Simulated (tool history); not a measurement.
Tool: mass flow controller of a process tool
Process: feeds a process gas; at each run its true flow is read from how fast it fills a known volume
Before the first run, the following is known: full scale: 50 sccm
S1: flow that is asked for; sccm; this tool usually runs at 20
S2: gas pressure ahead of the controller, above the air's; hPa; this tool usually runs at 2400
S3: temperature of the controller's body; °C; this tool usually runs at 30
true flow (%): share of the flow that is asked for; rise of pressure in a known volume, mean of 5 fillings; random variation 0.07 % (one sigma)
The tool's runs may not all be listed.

run 1 hour=0 | S1=20 S2=2400 S3=30 | true_flow_(%)=97.8
run 2 hour=94.7 | S1=20 S2=2400 S3=30 | true_flow_(%)=97.91
run 3 hour=165.5 | S1=20 S2=2400 S3=30 | true_flow_(%)=97.84
run 4 hour=241.4 | S1=20 S2=2400 S3=30 | true_flow_(%)=97.96
run 5 hour=330.4 | S1=20 S2=2400 S3=30 | true_flow_(%)=97.85
run 6 hour=387.4 | S1=20 S2=2400 S3=30 | true_flow_(%)=97.77
run 7 hour=473.9 | S1=6 S2=2400 S3=30 | true_flow_(%)=94.83
run 8 hour=532 | S1=6 S2=2400 S3=20 | true_flow_(%)=95.41
run 9 hour=621.3 | S1=6 S2=2400 S3=20 | true_flow_(%)=95.25
run 10 hour=723.2 | S1=6 S2=2400 S3=20 | true_flow_(%)=95.3
run 11 hour=796.2 | S1=20 S2=2400 S3=30 | true_flow_(%)=97.78
run 12 hour=869.4 | S1=20 S2=2400 S3=30 | true_flow_(%)=97.79
run 13 hour=929 | S1=20 S2=2780 S3=30 | true_flow_(%)=97.71
run 14 hour=976.1 | S1=20 S2=2400 S3=30 | true_flow_(%)=97.84
run 15 hour=1060.1 | S1=20 S2=2400 S3=30 | true_flow_(%)=97.93
run 16 hour=1131.5 | S1=20 S2=1560 S3=30 | true_flow_(%)=98.09
run 17 hour=1201.2 | S1=20 S2=2400 S3=30 | true_flow_(%)=97.84
run 18 hour=1270.6 | S1=20 S2=2400 S3=30 | true_flow_(%)=97.98
run 19 hour=1363 | S1=20 S2=2400 S3=30 | true_flow_(%)=97.78
run 20 hour=1456.7 | S1=20 S2=2400 S3=30 | true_flow_(%)=97.84
-- hour=1464.6 controller's zero set anew
run 21 hour=1549.2 | S1=20 S2=2400 S3=30 | true_flow_(%)=97.59
run 22 hour=1644 | S1=19 S2=2400 S3=30 | true_flow_(%)=97.58
run 23 hour=1695.4 | S1=19 S2=2400 S3=30 | true_flow_(%)=97.53
run 24 hour=1739.6 | S1=20 S2=2400 S3=25 | true_flow_(%)=97.89
-- hour=1815.6 controller's zero set anew, once more
run 25 hour=1840.4 | S1=20 S2=2400 S3=25 | true_flow_(%)=99.29
run 26 hour=1901 | S1=20 S2=2130 S3=22 | true_flow_(%)=99.5
run 27 hour=1948 | S1=20 S2=2130 S3=22 | true_flow_(%)=99.56
run 28 hour=2008.6 | S1=25 S2=2400 S3=33 | true_flow_(%)=99.04
run 29 hour=2079.1 | S1=25 S2=2400 S3=33 | true_flow_(%)=99.15
run 30 hour=2173.5 | S1=7 S2=2400 S3=35 | true_flow_(%)=97.8
run 31 hour=2261.6 | S1=7 S2=2400 S3=35 | true_flow_(%)=97.76
run 32 hour=2321.3 | S1=10 S2=1520 S3=35 | true_flow_(%)=98.34
run 33 hour=2375.6 | S1=29 S2=2400 S3=26 | true_flow_(%)=99.69
run 34 hour=2418.4 | S1=29 S2=2400 S3=26 | true_flow_(%)=99.77
run 35 hour=2515.6 | S1=7 S2=2300 S3=26 | true_flow_(%)=98.15
run 36 hour=2601.7 | S1=49 S2=2380 S3=36 | true_flow_(%)=100.52
run 37 hour=2648 | S1=20 S2=1760 S3=30 | true_flow_(%)=99.22
run 38 hour=2742.7 | S1=8 S2=1440 S3=30 | true_flow_(%)=98.26
run 39 hour=2819.5 | S1=8 S2=1440 S3=30 | true_flow_(%)=98.2
run 40 hour=2895.9 | S1=20 S2=1940 S3=21 | true_flow_(%)=99.63
run 41 hour=2974.7 | S1=20 S2=1940 S3=21 | true_flow_(%)=99.6
run 42 hour=3017.9 | S1=31 S2=1660 S3=23 | true_flow_(%)=100.32
run 43 hour=3093.6 | S1=27 S2=2400 S3=30 | true_flow_(%)=99.43
run 44 hour=3168.3 | S1=33 S2=1520 S3=21 | true_flow_(%)=100.52
run 45 hour=3267.4 | S1=33 S2=1520 S3=21 | true_flow_(%)=100.56
run 46 hour=3318.2 | S1=23 S2=1590 S3=32 | true_flow_(%)=99.35
run 47 hour=3372.5 | S1=20 S2=2500 S3=30 | true_flow_(%)=98.91
run 48 hour=3478.3 | S1=20 S2=1820 S3=30 | true_flow_(%)=99.14

What if the next run were any one of these 4? Each begins from the tool's condition after run 48:
run A hour=3530.9 | S1=20 S2=2560 S3=30 | true_flow_(%)=?
run B hour=3530.9 | S1=6 S2=2450 S3=31 | true_flow_(%)=?
run C hour=3530.9 | S1=8 S2=2400 S3=30 | true_flow_(%)=?
run D hour=3530.9 | S1=20 S2=1820 S3=38 | true_flow_(%)=?

run=A true_flow_(%)=98.96
run=B true_flow_(%)=97.29
run=C true_flow_(%)=97.85
run=D true_flow_(%)=98.74
Without the tool's unlogged condition, the same runs would have read:
run=A true_flow_(%)=97.83
run=B true_flow_(%)=96.99
run=C true_flow_(%)=97.25
run=D true_flow_(%)=97.61
